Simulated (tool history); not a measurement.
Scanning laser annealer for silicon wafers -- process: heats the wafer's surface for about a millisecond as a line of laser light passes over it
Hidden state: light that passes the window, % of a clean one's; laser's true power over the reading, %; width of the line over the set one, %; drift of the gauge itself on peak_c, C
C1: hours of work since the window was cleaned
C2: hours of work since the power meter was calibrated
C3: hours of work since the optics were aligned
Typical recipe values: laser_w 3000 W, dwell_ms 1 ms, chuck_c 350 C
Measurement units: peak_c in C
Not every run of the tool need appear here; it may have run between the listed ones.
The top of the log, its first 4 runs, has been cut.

run 5 hour=165.6 | laser_w=3000 dwell_ms=1 chuck_c=313 | C1=234 C2=234 C3=437 | peak_c=1057
run 6 hour=196.4 | laser_w=3000 dwell_ms=1 chuck_c=313 | C1=250 C2=250 C3=453 | peak_c=1054
run 7 hour=227.4 | laser_w=3000 dwell_ms=1 chuck_c=350 | C1=266 C2=266 C3=469 | peak_c=1090
run 8 hour=280.2 | laser_w=3000 dwell_ms=0.81 chuck_c=350 | C1=293 C2=293 C3=496 | peak_c=1013
run 9 hour=313.2 | laser_w=3000 dwell_ms=1.18 chuck_c=350 | C1=310 C2=310 C3=512 | peak_c=1155
run 10 hour=366.1 | laser_w=2900 dwell_ms=1 chuck_c=350 | C1=337 C2=337 C3=540 | peak_c=1065
run 11 hour=412.6 | laser_w=2900 dwell_ms=1 chuck_c=350 | C1=361 C2=361 C3=563 | peak_c=1060
run 12 hour=437.8 | laser_w=2900 dwell_ms=1 chuck_c=350 | C1=374 C2=374 C3=576 | peak_c=1061
run 13 hour=467 | laser_w=3000 dwell_ms=1 chuck_c=350 | C1=389 C2=389 C3=591 | peak_c=1083
run 14 hour=522.1 | laser_w=3000 dwell_ms=1 chuck_c=350 | C1=417 C2=417 C3=619 | peak_c=1082
run 15 hour=565.8 | laser_w=3000 dwell_ms=0.83 chuck_c=350 | C1=439 C2=439 C3=642 | peak_c=1013
run 16 hour=618.5 | laser_w=3000 dwell_ms=1.05 chuck_c=350 | C1=466 C2=466 C3=669 | peak_c=1098
run 17 hour=657.5 | laser_w=3000 dwell_ms=1.05 chuck_c=350 | C1=486 C2=486 C3=689 | peak_c=1100
run 18 hour=695.9 | laser_w=3000 dwell_ms=0.72 chuck_c=350 | C1=506 C2=506 C3=708 | peak_c=964
run 19 hour=720.8 | laser_w=3000 dwell_ms=0.72 chuck_c=350 | C1=518 C2=518 C3=721 | peak_c=964
run 20 hour=769.6 | laser_w=3000 dwell_ms=1 chuck_c=383 | C1=543 C2=543 C3=746 | peak_c=1108
run 21 hour=813.4 | laser_w=3000 dwell_ms=1.07 chuck_c=350 | C1=566 C2=566 C3=768 | peak_c=1103
-- hour=820.6 window over the wafer cleaned
run 22 hour=869.3 | laser_w=3000 dwell_ms=1.07 chuck_c=350 | C1=25 C2=593 C3=796 | peak_c=1097
run 23 hour=918.3 | laser_w=2836 dwell_ms=0.91 chuck_c=322 | C1=50 C2=618 C3=821 | peak_c=972
run 24 hour=966.7 | laser_w=2836 dwell_ms=0.72 chuck_c=333 | C1=75 C2=643 C3=846 | peak_c=908
run 25 hour=1003.4 | laser_w=2874 dwell_ms=0.74 chuck_c=350 | C1=94 C2=662 C3=865 | peak_c=936

What does the tool deliver on the next run?
run 26 hour=1049.7 | laser_w=2874 dwell_ms=0.74 chuck_c=350 | C1=117 C2=686 C3=888 | peak_c=?

Run 26 measured peak_c 939 C.
If the tool had no hidden condition, the same run with the same run-to-run variation would have returned peak_c 976 C.

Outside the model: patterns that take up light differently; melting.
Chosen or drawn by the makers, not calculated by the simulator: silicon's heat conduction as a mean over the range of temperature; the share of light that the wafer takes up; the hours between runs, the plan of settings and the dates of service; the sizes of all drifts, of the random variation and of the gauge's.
